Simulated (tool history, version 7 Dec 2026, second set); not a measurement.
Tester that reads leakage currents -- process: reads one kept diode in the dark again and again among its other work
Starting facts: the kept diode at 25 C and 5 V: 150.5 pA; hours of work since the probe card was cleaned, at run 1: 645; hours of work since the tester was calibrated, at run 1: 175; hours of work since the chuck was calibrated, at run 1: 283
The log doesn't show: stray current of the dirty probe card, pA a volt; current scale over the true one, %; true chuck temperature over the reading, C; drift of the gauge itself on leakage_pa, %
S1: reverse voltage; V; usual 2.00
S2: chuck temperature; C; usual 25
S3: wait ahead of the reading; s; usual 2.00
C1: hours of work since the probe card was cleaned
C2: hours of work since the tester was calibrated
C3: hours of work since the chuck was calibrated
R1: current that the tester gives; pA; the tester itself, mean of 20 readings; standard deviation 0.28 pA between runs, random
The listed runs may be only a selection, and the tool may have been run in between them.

Run 1, hour 0.0: usual settings; C1 645; C2 175; C3 283. Result: R1 89.75 pA.
Run 2, hour 47.8: usual settings but S1 13.15 V; C1 669; C2 199; C3 308. Result: R1 248.45 pA.
Run 3, hour 71.4: usual settings but S1 13.15 V; C1 681; C2 211; C3 320. Result: R1 249.71 pA.
Run 4, hour 96.6: usual settings but S1 2.62 V; C1 694; C2 223; C3 332. Result: R1 103.31 pA.
Run 5, hour 123.9: usual settings but S1 2.62 V; C1 707; C2 237; C3 346. Result: R1 102.93 pA.
Run 6, hour 165.8: usual settings but S1 2.36 V, S2 21 C, S3 3.22 s; C1 729; C2 258; C3 367. Result: R1 66.01 pA.
Run 7, hour 205.3: usual settings but S1 15.55 V, S2 40 C, S3 0.72 s; C1 749; C2 278; C3 387. Result: R1 1065.50 pA.
At hour 211.1: chuck's temperature calibrated.
Run 8, hour 250.3: usual settings but S3 1.17 s; C1 770; C2 300; C3 20. Result: R1 87.26 pA.
Run 9, hour 288.1: usual settings but S3 1.17 s; C1 789; C2 319; C3 39. Result: R1 86.94 pA.
Run 10, hour 339.3: usual settings but S2 27 C, S3 1.17 s; C1 815; C2 345; C3 65. Result: R1 104.42 pA.

4 options for the next run, each taken on its own from the tool as it stands now. Forecast them:
Run A, hour 368.6: usual settings but S1 15.75 V, S2 35 C, S3 1.05 s; C1 830; C2 360; C3 80. Result: R1 ?.
Run B, hour 368.6: usual settings but S1 3.75 V, S2 27 C, S3 1.17 s; C1 830; C2 360; C3 80. Result: R1 ?.
Run C, hour 368.6: usual settings but S1 4.71 V, S2 56 C, S3 0.65 s; C1 830; C2 360; C3 80. Result: R1 ?.
Run D, hour 368.6: usual settings but S1 1.58 V, S2 27 C, S3 6.67 s; C1 830; C2 360; C3 80. Result: R1 ?.

run       R1
  A   678.53
  B   147.47
  C  2063.55
  D    91.55
Take away the tool's hidden state, keep each run's random variation, and the runs would have read:
run       R1
  A   722.27
  B   157.45
  C  2192.77
  D    98.00

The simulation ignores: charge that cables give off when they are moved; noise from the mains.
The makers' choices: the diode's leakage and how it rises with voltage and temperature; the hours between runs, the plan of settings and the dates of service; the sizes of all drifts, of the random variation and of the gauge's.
